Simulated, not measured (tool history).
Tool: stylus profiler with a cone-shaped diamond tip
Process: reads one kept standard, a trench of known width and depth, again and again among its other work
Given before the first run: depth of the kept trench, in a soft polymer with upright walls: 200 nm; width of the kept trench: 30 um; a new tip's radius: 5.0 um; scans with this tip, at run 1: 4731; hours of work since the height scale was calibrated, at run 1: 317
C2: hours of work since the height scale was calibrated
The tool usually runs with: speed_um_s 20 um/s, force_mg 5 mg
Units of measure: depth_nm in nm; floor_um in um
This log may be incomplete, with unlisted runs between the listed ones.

{"run": 1, "day": 0.0, "speed_um_s": 20, "force_mg": 5, "scans with this tip": 4731, "C2": 317, "depth_nm": 202.81, "floor_um": 26.83}
{"run": 2, "day": 0.875, "speed_um_s": 20, "force_mg": 5, "scans with this tip": 4927, "C2": 330, "depth_nm": 202.95, "floor_um": 26.85}
{"run": 3, "day": 1.596, "speed_um_s": 20, "force_mg": 5, "scans with this tip": 5088, "C2": 341, "depth_nm": 202.87, "floor_um": 26.83}
{"run": 4, "day": 2.425, "speed_um_s": 20, "force_mg": 5, "scans with this tip": 5274, "C2": 354, "depth_nm": 202.97, "floor_um": 26.86}
{"run": 5, "day": 3.146, "speed_um_s": 20, "force_mg": 5, "scans with this tip": 5435, "C2": 365, "depth_nm": 202.95, "floor_um": 26.8}
{"run": 6, "day": 3.733, "speed_um_s": 20, "force_mg": 5, "scans with this tip": 5565, "C2": 373, "depth_nm": 202.91, "floor_um": 26.77}
{"run": 7, "day": 4.525, "speed_um_s": 20, "force_mg": 5, "scans with this tip": 5742, "C2": 385, "depth_nm": 202.82, "floor_um": 26.76}
{"run": 8, "day": 5.383, "speed_um_s": 20, "force_mg": 5, "scans with this tip": 5935, "C2": 398, "depth_nm": 202.87, "floor_um": 26.79}
{"run": 9, "day": 5.954, "speed_um_s": 20, "force_mg": 5, "scans with this tip": 6062, "C2": 407, "depth_nm": 203.03, "floor_um": 26.76}
{"run": 10, "day": 6.658, "speed_um_s": 20, "force_mg": 5, "scans with this tip": 6220, "C2": 417, "depth_nm": 202.96, "floor_um": 26.73}
{"run": 11, "day": 7.467, "speed_um_s": 20, "force_mg": 5, "scans with this tip": 6401, "C2": 429, "depth_nm": 202.96, "floor_um": 26.72}
{"run": 12, "day": 7.9, "speed_um_s": 20, "force_mg": 5, "scans with this tip": 6497, "C2": 436, "depth_nm": 202.94, "floor_um": 26.77}
{"run": 13, "day": 8.512, "speed_um_s": 20, "force_mg": 5, "scans with this tip": 6634, "C2": 445, "depth_nm": 202.82, "floor_um": 26.71}
{"run": 14, "day": 9.462, "speed_um_s": 20, "force_mg": 5, "scans with this tip": 6846, "C2": 459, "depth_nm": 202.97, "floor_um": 26.74}
{"run": 15, "day": 10.033, "speed_um_s": 33, "force_mg": 5, "scans with this tip": 6974, "C2": 468, "depth_nm": 202.92, "floor_um": 26.66}
{"run": 16, "day": 10.504, "speed_um_s": 6, "force_mg": 5, "scans with this tip": 7080, "C2": 475, "depth_nm": 203.01, "floor_um": 26.69}
{"run": 17, "day": 10.967, "speed_um_s": 20, "force_mg": 5, "scans with this tip": 7183, "C2": 482, "depth_nm": 202.89, "floor_um": 26.67}
{"run": 18, "day": 11.442, "speed_um_s": 20, "force_mg": 5, "scans with this tip": 7289, "C2": 489, "depth_nm": 202.99, "floor_um": 26.7}
{"run": 19, "day": 11.929, "speed_um_s": 26, "force_mg": 6.55, "scans with this tip": 7398, "C2": 496, "depth_nm": 203.63, "floor_um": 26.65}
{"run": 20, "day": 12.412, "speed_um_s": 57, "force_mg": 3.44, "scans with this tip": 7506, "C2": 504, "depth_nm": 202.35, "floor_um": 26.64}
{"run": 21, "day": 13.304, "speed_um_s": 48, "force_mg": 13.95, "scans with this tip": 7706, "C2": 517, "depth_nm": 205.71, "floor_um": 26.64}
{"run": 22, "day": 14.317, "speed_um_s": 48, "force_mg": 13.95, "scans with this tip": 7932, "C2": 532, "depth_nm": 205.7, "floor_um": 26.65}
{"run": 23, "day": 14.983, "speed_um_s": 12, "force_mg": 2.92, "scans with this tip": 8081, "C2": 542, "depth_nm": 202.17, "floor_um": 26.69}
{"day": 15.096, "done": "height scale calibrated on a step standard"}
{"run": 24, "day": 15.754, "speed_um_s": 12, "force_mg": 10.38, "scans with this tip": 8248, "C2": 10, "depth_nm": 204.92, "floor_um": 26.67}
{"run": 25, "day": 16.442, "speed_um_s": 12, "force_mg": 10.38, "scans with this tip": 8403, "C2": 20, "depth_nm": 204.75, "floor_um": 26.68}
{"run": 26, "day": 17.125, "speed_um_s": 12, "force_mg": 10.38, "scans with this tip": 8555, "C2": 30, "depth_nm": 204.87, "floor_um": 26.65}
{"day": 17.65, "done": "height scale calibrated on a step standard, once more"}
{"run": 27, "day": 18.042, "speed_um_s": 12, "force_mg": 10.38, "scans with this tip": 8755, "C2": 6, "depth_nm": 204.33, "floor_um": 26.6}
{"run": 28, "day": 18.575, "speed_um_s": 71, "force_mg": 5, "scans with this tip": 8874, "C2": 14, "depth_nm": 202.6, "floor_um": 26.49}
{"run": 29, "day": 19.312, "speed_um_s": 39, "force_mg": 7.93, "scans with this tip": 9040, "C2": 25, "depth_nm": 203.58, "floor_um": 26.64}
{"run": 30, "day": 20.0, "speed_um_s": 39, "force_mg": 7.93, "scans with this tip": 9193, "C2": 35, "depth_nm": 203.61, "floor_um": 26.57}
{"run": 31, "day": 20.792, "speed_um_s": 39, "force_mg": 8.32, "scans with this tip": 9370, "C2": 47, "depth_nm": 203.77, "floor_um": 26.61}
{"run": 32, "day": 21.238, "speed_um_s": 45, "force_mg": 5, "scans with this tip": 9470, "C2": 54, "depth_nm": 202.72, "floor_um": 26.42}
{"run": 33, "day": 21.688, "speed_um_s": 28, "force_mg": 7.65, "scans with this tip": 9570, "C2": 60, "depth_nm": 203.62, "floor_um": 26.55}
{"run": 34, "day": 22.692, "speed_um_s": 28, "force_mg": 7.65, "scans with this tip": 9795, "C2": 76, "depth_nm": 203.51, "floor_um": 26.55}

Predict each of these 4 candidate next runs independently; none follows another, all start after run 34:
{"run": "A", "day": 23.5, "speed_um_s": 66, "force_mg": 10.88, "scans with this tip": 9975, "C2": 88, "depth_nm": "?", "floor_um": "?"}
{"run": "B", "day": 23.5, "speed_um_s": 6, "force_mg": 2.92, "scans with this tip": 9975, "C2": 88, "depth_nm": "?", "floor_um": "?"}
{"run": "C", "day": 23.5, "speed_um_s": 20, "force_mg": 2.26, "scans with this tip": 9975, "C2": 88, "depth_nm": "?", "floor_um": "?"}
{"run": "D", "day": 23.5, "speed_um_s": 25, "force_mg": 10.12, "scans with this tip": 9975, "C2": 88, "depth_nm": "?", "floor_um": "?"}

run=A depth_nm=204.56 floor_um=26.52
run=B depth_nm=201.76 floor_um=26.58
run=C depth_nm=201.58 floor_um=26.5
run=D depth_nm=204.38 floor_um=26.54
Without the tool's unlogged condition, the same runs would have read:
run=A depth_nm=204.56 floor_um=27.16
run=B depth_nm=201.76 floor_um=27.21
run=C depth_nm=201.58 floor_um=27.13
run=D depth_nm=204.38 floor_um=27.17

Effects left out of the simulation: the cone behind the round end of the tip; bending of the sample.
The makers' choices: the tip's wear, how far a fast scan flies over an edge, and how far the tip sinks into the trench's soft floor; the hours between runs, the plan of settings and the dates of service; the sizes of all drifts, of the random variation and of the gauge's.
